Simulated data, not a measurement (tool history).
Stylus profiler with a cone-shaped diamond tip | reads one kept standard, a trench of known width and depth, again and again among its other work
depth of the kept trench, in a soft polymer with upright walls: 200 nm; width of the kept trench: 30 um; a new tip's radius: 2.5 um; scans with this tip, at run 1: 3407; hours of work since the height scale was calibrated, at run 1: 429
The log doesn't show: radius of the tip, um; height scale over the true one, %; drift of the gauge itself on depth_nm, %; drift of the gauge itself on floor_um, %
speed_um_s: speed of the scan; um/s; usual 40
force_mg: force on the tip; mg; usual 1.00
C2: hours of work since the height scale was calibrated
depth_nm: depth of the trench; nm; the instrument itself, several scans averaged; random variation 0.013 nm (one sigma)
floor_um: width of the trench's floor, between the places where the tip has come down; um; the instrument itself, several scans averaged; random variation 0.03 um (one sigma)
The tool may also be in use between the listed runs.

run 1 hour=0.0 | speed_um_s=40 force_mg=1.00 | scans_with_this_tip=3407 C2=429 | depth_nm=201.75 floor_um=27.43
run 2 hour=20.0 | speed_um_s=40 force_mg=1.00 | scans_with_this_tip=3503 C2=441 | depth_nm=201.74 floor_um=27.39
run 3 hour=56.1 | speed_um_s=40 force_mg=1.00 | scans_with_this_tip=3677 C2=463 | depth_nm=201.72 floor_um=27.37
run 4 hour=79.7 | speed_um_s=40 force_mg=1.00 | scans_with_this_tip=3790 C2=478 | depth_nm=201.76 floor_um=27.35
run 5 hour=102.1 | speed_um_s=16 force_mg=1.00 | scans_with_this_tip=3898 C2=491 | depth_nm=201.74 floor_um=27.59
run 6 hour=137.8 | speed_um_s=16 force_mg=0.50 | scans_with_this_tip=4070 C2=513 | depth_nm=201.16 floor_um=27.52
run 7 hour=167.5 | speed_um_s=55 force_mg=1.00 | scans_with_this_tip=4213 C2=531 | depth_nm=201.76 floor_um=27.17
run 8 hour=201.7 | speed_um_s=55 force_mg=1.00 | scans_with_this_tip=4378 C2=552 | depth_nm=201.74 floor_um=27.16
run 9 hour=221.6 | speed_um_s=55 force_mg=1.00 | scans_with_this_tip=4474 C2=564 | depth_nm=201.76 floor_um=27.15
run 10 hour=242.3 | speed_um_s=55 force_mg=1.00 | scans_with_this_tip=4573 C2=576 | depth_nm=201.78 floor_um=27.13
run 11 hour=276.0 | speed_um_s=55 force_mg=1.00 | scans_with_this_tip=4735 C2=597 | depth_nm=201.78 floor_um=27.13
run 12 hour=308.5 | speed_um_s=40 force_mg=1.00 | scans_with_this_tip=4892 C2=616 | depth_nm=201.78 floor_um=27.29
run 13 hour=329.1 | speed_um_s=40 force_mg=1.00 | scans_with_this_tip=4991 C2=629 | depth_nm=201.79 floor_um=27.31
run 14 hour=355.2 | speed_um_s=40 force_mg=1.00 | scans_with_this_tip=5117 C2=645 | depth_nm=201.76 floor_um=27.19
run 15 hour=384.7 | speed_um_s=40 force_mg=0.94 | scans_with_this_tip=5259 C2=663 | depth_nm=201.72 floor_um=27.29
run 16 hour=423.4 | speed_um_s=40 force_mg=0.41 | scans_with_this_tip=5445 C2=686 | depth_nm=201.08 floor_um=27.02
run 17 hour=463.2 | speed_um_s=40 force_mg=0.41 | scans_with_this_tip=5637 C2=710 | depth_nm=201.09 floor_um=27.01
run 18 hour=491.2 | speed_um_s=40 force_mg=0.41 | scans_with_this_tip=5771 C2=727 | depth_nm=201.06 floor_um=27.08
-- hour=494.3 height scale calibrated on a step standard
run 19 hour=513.2 | speed_um_s=27 force_mg=0.88 | scans_with_this_tip=5875 C2=11 | depth_nm=201.77 floor_um=27.32
run 20 hour=533.3 | speed_um_s=27 force_mg=0.88 | scans_with_this_tip=5972 C2=24 | depth_nm=201.76 floor_um=27.33
run 21 hour=555.9 | speed_um_s=85 force_mg=0.40 | scans_with_this_tip=6080 C2=37 | depth_nm=201.14 floor_um=26.24
run 22 hour=578.0 | speed_um_s=59 force_mg=1.47 | scans_with_this_tip=6187 C2=51 | depth_nm=202.38 floor_um=27.04
run 23 hour=610.3 | speed_um_s=29 force_mg=2.98 | scans_with_this_tip=6343 C2=70 | depth_nm=203.69 floor_um=27.40
run 24 hour=637.0 | speed_um_s=29 force_mg=2.98 | scans_with_this_tip=6471 C2=87 | depth_nm=203.69 floor_um=27.43
run 25 hour=674.1 | speed_um_s=29 force_mg=2.98 | scans_with_this_tip=6650 C2=109 | depth_nm=203.68 floor_um=27.39
-- hour=696.7 height scale calibrated on a step standard, once more
run 26 hour=715.9 | speed_um_s=26 force_mg=0.56 | scans_with_this_tip=6848 C2=12 | depth_nm=201.19 floor_um=27.20
run 27 hour=749.1 | speed_um_s=122 force_mg=0.63 | scans_with_this_tip=7008 C2=32 | depth_nm=201.28 floor_um=25.97
run 28 hour=768.4 | speed_um_s=122 force_mg=0.63 | scans_with_this_tip=7101 C2=43 | depth_nm=201.30 floor_um=26.05
run 29 hour=790.5 | speed_um_s=64 force_mg=0.81 | scans_with_this_tip=7207 C2=57 | depth_nm=201.51 floor_um=26.77
run 30 hour=818.1 | speed_um_s=64 force_mg=0.81 | scans_with_this_tip=7340 C2=74 | depth_nm=201.49 floor_um=26.79
run 31 hour=838.6 | speed_um_s=64 force_mg=0.81 | scans_with_this_tip=7439 C2=86 | depth_nm=201.52 floor_um=26.78
run 32 hour=868.4 | speed_um_s=130 force_mg=1.84 | scans_with_this_tip=7582 C2=104 | depth_nm=202.55 floor_um=26.55
run 33 hour=907.4 | speed_um_s=130 force_mg=1.84 | scans_with_this_tip=7770 C2=128 | depth_nm=202.58 floor_um=26.55
run 34 hour=948.3 | speed_um_s=35 force_mg=1.86 | scans_with_this_tip=7967 C2=153 | depth_nm=202.59 floor_um=27.21
run 35 hour=974.2 | speed_um_s=40 force_mg=1.97 | scans_with_this_tip=8092 C2=168 | depth_nm=202.67 floor_um=27.26

Some steps in depth_nm between neighbouring runs. How much of each would the tool show without its hidden state too (settings, what came in, random variation), and how much is left for the hidden state, with any gauge scatter that isn't in both results?
Run 5 -> 6: force_mg 1.00 -> 0.50. depth_nm -0.58 nm: hidden state +0.02, all else -0.60.
Run 18 -> 19: speed_um_s 40 -> 27, force_mg 0.41 -> 0.88, height scale calibrated on a step standard. depth_nm +0.71 nm: hidden state +0.07, all else +0.64.
Run 21 -> 22: speed_um_s 85 -> 59, force_mg 0.40 -> 1.47. depth_nm +1.24 nm: hidden state +0.00, all else +1.24.
Run 22 -> 23: speed_um_s 59 -> 29, force_mg 1.47 -> 2.98. depth_nm +1.31 nm: hidden state +0.00, all else +1.31.
Run 25 -> 26: speed_um_s 29 -> 26, force_mg 2.98 -> 0.56, height scale calibrated on a step standard, once more. depth_nm -2.49 nm: hidden state -0.20, all else -2.29.
